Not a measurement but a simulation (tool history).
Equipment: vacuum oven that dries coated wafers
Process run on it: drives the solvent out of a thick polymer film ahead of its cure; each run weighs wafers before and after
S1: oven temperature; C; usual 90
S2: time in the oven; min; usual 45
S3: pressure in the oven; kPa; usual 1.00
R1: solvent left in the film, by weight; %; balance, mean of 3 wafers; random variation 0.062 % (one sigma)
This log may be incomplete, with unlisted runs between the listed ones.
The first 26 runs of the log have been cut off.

Run 27, hour 322.8: usual settings but S1 81 C, S2 34 min. Result: R1 8.31 %.
Run 28, hour 334.2: usual settings but S1 81 C, S2 34 min. Result: R1 8.31 %.
Run 29, hour 342.6: usual settings but S1 99 C, S2 37 min, S3 1.17 kPa. Result: R1 2.29 %.
Run 30, hour 357.9: usual settings but S1 99 C, S2 37 min, S3 1.17 kPa. Result: R1 2.37 %.
Run 31, hour 375.3: usual settings but S1 99 C, S2 37 min, S3 1.17 kPa. Result: R1 2.21 %.
Run 32, hour 388.7: usual settings but S2 61 min, S3 1.47 kPa. Result: R1 3.21 %.
Run 33, hour 405.9: usual settings but S2 75 min. Result: R1 2.41 %.
Run 34, hour 416.5: usual settings but S1 89 C, S2 48 min. Result: R1 4.34 %.
Run 35, hour 434.0: usual settings but S1 101 C, S3 0.60 kPa. Result: R1 1.18 %.
Run 36, hour 446.3: usual settings but S1 101 C, S3 0.60 kPa. Result: R1 1.13 %.
Run 37, hour 454.5: usual settings but S1 103 C, S2 25 min, S3 1.17 kPa. Result: R1 2.78 %.
Run 38, hour 469.1: usual settings but S1 102 C, S2 40 min. Result: R1 1.37 %.
Run 39, hour 481.4: usual settings but S1 102 C, S2 40 min. Result: R1 1.46 %.
Run 40, hour 498.4: usual settings but S1 75 C, S2 40 min, S3 1.36 kPa. Result: R1 9.64 %.
Run 41, hour 512.5: usual settings but S1 75 C, S2 32 min, S3 0.54 kPa. Result: R1 9.91 %.
Run 42, hour 526.2: usual settings but S1 75 C, S2 32 min, S3 0.54 kPa. Result: R1 9.82 %.
Run 43, hour 541.3: usual settings but S1 75 C, S2 32 min, S3 0.54 kPa. Result: R1 9.89 %.
Run 44, hour 555.5: usual settings but S1 102 C, S2 72 min, S3 1.35 kPa. Result: R1 0.77 %.
Run 45, hour 570.5: usual settings but S1 102 C, S2 72 min, S3 1.35 kPa. Result: R1 0.79 %.
Run 46, hour 584.4: usual settings but S1 102 C, S2 72 min, S3 1.35 kPa. Result: R1 0.82 %.
Run 47, hour 600.1: usual settings but S1 79 C, S3 0.63 kPa. Result: R1 7.59 %.

Forecast each of these 4 alternatives for the next run:
Run A, hour 609.1: usual settings but S1 79 C, S2 44 min, S3 0.70 kPa. Result: R1 ?.
Run B, hour 609.1: usual settings but S1 80 C, S2 27 min, S3 1.90 kPa. Result: R1 ?.
Run C, hour 609.1: usual settings but S1 76 C, S3 0.82 kPa. Result: R1 ?.
Run D, hour 609.1: usual settings but S1 88 C, S2 75 min, S3 0.71 kPa. Result: R1 ?.

run    R1
  A  7.86
  B  9.94
  C  8.89
  D  2.58
What these runs would have given with no unlogged condition in the tool:
run    R1
  A  7.84
  B  9.92
  C  8.88
  D  2.56

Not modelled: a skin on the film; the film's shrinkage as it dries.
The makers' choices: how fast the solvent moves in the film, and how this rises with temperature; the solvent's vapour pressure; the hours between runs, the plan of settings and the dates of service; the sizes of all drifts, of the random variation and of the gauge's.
